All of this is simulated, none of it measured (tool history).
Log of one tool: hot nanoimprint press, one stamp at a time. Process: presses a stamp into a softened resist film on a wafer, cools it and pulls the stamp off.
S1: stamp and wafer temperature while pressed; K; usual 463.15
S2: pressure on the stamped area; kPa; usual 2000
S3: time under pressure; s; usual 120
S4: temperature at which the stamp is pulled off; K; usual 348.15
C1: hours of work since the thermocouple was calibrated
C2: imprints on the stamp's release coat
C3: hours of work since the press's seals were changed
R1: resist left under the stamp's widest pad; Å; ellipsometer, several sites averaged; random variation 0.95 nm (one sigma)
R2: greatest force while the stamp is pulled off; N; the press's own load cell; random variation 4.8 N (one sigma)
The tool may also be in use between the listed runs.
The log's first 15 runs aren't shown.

run,day,S1,S2,S3,S4,C1,C2,C3,R1,R2
16,4.271,463.15,2000,120,348.15,225,1427,187,1819,240
17,4.658,463.15,2000,120,348.15,229,1454,191,1812,240
18,4.875,468.15,2000,120,333.15,232,1470,194,1483,267
19,5.121,473.15,2470,120,348.15,235,1487,196,1082,237
20,5.329,454.15,1690,120,348.15,237,1502,199,2777,236
21,5.575,471.15,2430,185,351.15,240,1520,202,975,229
22,5.862,471.15,2710,218,351.15,243,1540,205,854,238
23,6.217,456.15,1680,68,342.15,247,1565,209,3091,246
24,6.417,456.15,1680,68,342.15,249,1580,211,3074,243
25,6.783,456.15,1680,68,351.15,253,1606,215,3083,226
26,7.183,460.15,1700,93,333.15,257,1634,219,2370,264
27,7.492,469.15,1970,79,346.15,261,1656,223,1671,239
28,7.758,469.15,1970,79,346.15,264,1675,226,1669,244
29,8.058,469.15,1970,79,346.15,267,1697,229,1662,242
30,8.362,472.15,1550,120,348.15,271,1718,233,1404,229
31,8.758,472.15,1550,120,348.15,275,1746,237,1389,239

3 ways to go on from here, each from the tool as it stands after run 31. What would each give?
A,9.162,463.15,2090,120,348.15,280,1775,242,?,?
B,9.162,469.15,1290,239,348.15,280,1775,242,?,?
C,9.162,470.15,2000,138,348.15,280,1775,242,?,?

run,R1,R2
A,1719,233
B,1255,240
C,1246,240
Without the tool's hidden state the same runs would have given:
run,R1,R2
A,1793,231
B,1309,237
C,1299,237
